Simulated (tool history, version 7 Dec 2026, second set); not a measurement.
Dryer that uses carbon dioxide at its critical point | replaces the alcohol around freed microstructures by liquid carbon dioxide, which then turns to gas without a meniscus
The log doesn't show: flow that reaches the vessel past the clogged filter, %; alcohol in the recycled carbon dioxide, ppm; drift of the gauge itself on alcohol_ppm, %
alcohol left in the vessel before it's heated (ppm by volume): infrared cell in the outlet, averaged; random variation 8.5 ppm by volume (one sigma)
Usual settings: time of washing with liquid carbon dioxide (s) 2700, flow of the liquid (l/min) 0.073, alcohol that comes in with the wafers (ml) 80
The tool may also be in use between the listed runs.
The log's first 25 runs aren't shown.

run     day  time of washing with liquid carbon dioxide (s)  flow of the liquid (l/min)  alcohol that comes in with the wafers (ml)  hours of work since the filter was changed  hours of work since the purifier's bed was changed  alcohol left in the vessel before it's heated (ppm by volume)
 26  31.325                                            2700                       0.089                                          39                                         184                                                 731                                                            161
 27  33.121                                            3300                      0.0618                                          80                                         214                                                 760                                                            670
 28  34.221                                            3300                      0.0618                                          80                                         231                                                 778                                                            711
 29  35.962                                            3840                      0.0832                                          63                                         260                                                 806                                                            112
 30  37.417                                            2280                       0.073                                          59                                         284                                                 830                                                           1438
 31    38.8                                            3120                       0.073                                          80                                         306                                                 853                                                            439
 32  40.179                                            1980                       0.088                                          80                                         329                                                 875                                                           1517
 33  41.254                                            1980                       0.088                                          80                                         346                                                 893                                                           1573
 34  42.108                                            3060                      0.0713                                          47                                         360                                                 907                                                            405
 35  43.033                                            3060                      0.0713                                          47                                         376                                                 922                                                            411
 36  44.183                                            2220                       0.073                                          80                                         394                                                 941                                                           2418
 37    45.5                                            2220                       0.073                                          80                                         416                                                 962                                                           2514
 38  46.642                                            2220                       0.073                                          80                                         434                                                 981                                                           2581
 39  47.992                                            2280                       0.073                                          80                                         457                                                1003                                                           2447
 40  49.738                                            2280                       0.073                                          80                                         485                                                1031                                                           2567
 41  50.675                                            2280                       0.073                                          80                                         500                                                1047                                                           2612
 42  51.679                                            2280                       0.073                                          76                                         517                                                1063                                                           2516
 43  52.754                                            1680                      0.0807                                          78                                         534                                                1081                                                           5340
 44  54.558                                            1680                      0.0807                                          78                                         564                                                1110                                                           5606
 45  55.358                                            2820                       0.073                                          80                                         577                                                1123                                                           1172
     55.546  -- inlet filter changed
 46  56.862                                            2820                       0.073                                          80                                          22                                                1147                                                            494

4 ways to go on from here, each from the tool as it stands after run 46. What would each give?
  A  58.296                                            2580                      0.0538                                          80                                          45                                                1171                                                              ?
  B  58.296                                            3360                      0.0894                                          80                                          45                                                1171                                                              ?
  C  58.296                                            2820                       0.057                                          80                                          45                                                1171                                                              ?
  D  58.296                                            2700                       0.097                                          80                                          45                                                1171                                                              ?

run  alcohol left in the vessel before it's heated (ppm by volume)
  A                                                           3057
  B                                                            151
  C                                                           1745
  D                                                            179
Without the tool's hidden state the same runs would have given:
run  alcohol left in the vessel before it's heated (ppm by volume)
  A                                                           2743
  B                                                             26
  C                                                           1496
  D                                                             51
